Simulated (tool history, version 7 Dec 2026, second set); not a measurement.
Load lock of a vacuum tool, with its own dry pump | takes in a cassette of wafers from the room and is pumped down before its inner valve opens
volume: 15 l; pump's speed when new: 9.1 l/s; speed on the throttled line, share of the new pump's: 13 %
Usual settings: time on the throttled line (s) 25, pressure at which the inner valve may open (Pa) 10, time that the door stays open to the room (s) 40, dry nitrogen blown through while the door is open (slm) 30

| run | hour | time on the throttled line (s) | pressure at which the inner valve may open (Pa) | time that the door stays open to the room (s) | dry nitrogen blown through while the door is open (slm) | incoming humidity of the room's air, % | time from the closed door until the inner valve may open (s) | rise of the pressure with all valves shut (Pa/min) |
|---|---|---|---|---|---|---|---|---|
| 1 | 0 | 25 | 10 | 40 | 30 | 46 | 38.1 | 0.03 |
| 2 | 540 | 25 | 10 | 40 | 30 | 46 | 38.5 | 0.027 |
| 3 | 901.6 | 25 | 10 | 40 | 30 | 42.8 | 38.2 | 0.025 |
| 4 | 1533.4 | 48 | 10 | 40 | 30 | 44.7 | 58.1 | 0.029 |
| 5 | 1974.3 | 48 | 10 | 40 | 14 | 46.6 | 58.2 | 0.048 |
| 6 | 2358.8 | 25 | 10 | 32 | 30 | 45.3 | 38.6 | 0.035 |
| 7 | 2855 | 25 | 10 | 40 | 30 | 44.5 | 38.9 | 0.04 |
| 8 | 3155.6 | 25 | 10 | 40 | 30 | 42.5 | 38.8 | 0.035 |
| 9 | 3513.2 | 23 | 10 | 40 | 30 | 44.3 | 37.5 | 0.038 |
| 10 | 3872.6 | 23 | 10 | 40 | 30 | 41.1 | 37.3 | 0.045 |
| 11 | 4186.5 | 25 | 11 | 40 | 30 | 44.8 | 39 | 0.04 |
| 12 | 4546.5 | 25 | 11 | 40 | 30 | 45.2 | 39.1 | 0.044 |
| 13 | 4842.1 | 25 | 11 | 40 | 30 | 44.5 | 38.8 | 0.047 |
| 14 | 5153.2 | 25 | 11 | 40 | 30 | 43.1 | 39.2 | 0.051 |
| 15 | 5416 | 25 | 11 | 40 | 30 | 46.9 | 39.1 | 0.047 |
|  | 5607.6 | dry pump taken out, an overhauled one fitted |
| 16 | 5791.4 | 25 | 11 | 40 | 30 | 43.2 | 36.3 | 0.052 |
| 17 | 6302.5 | 25 | 10 | 185 | 5 | 44.3 | 36.8 | 0.15 |

Run 18 comes next. What will it give?
| 18 | 6608.2 | 30 | 16 | 89 | 4 | 42.8 | ? | ? |

{"run 18": {"time from the closed door until the inner valve may open (s)": 40.2, "rise of the pressure with all valves shut (Pa/min)": 0.128}}
Without the tool's hidden state the same run would have given time from the closed door until the inner valve may open (s) 40.3, rise of the pressure with all valves shut (Pa/min) 0.093.
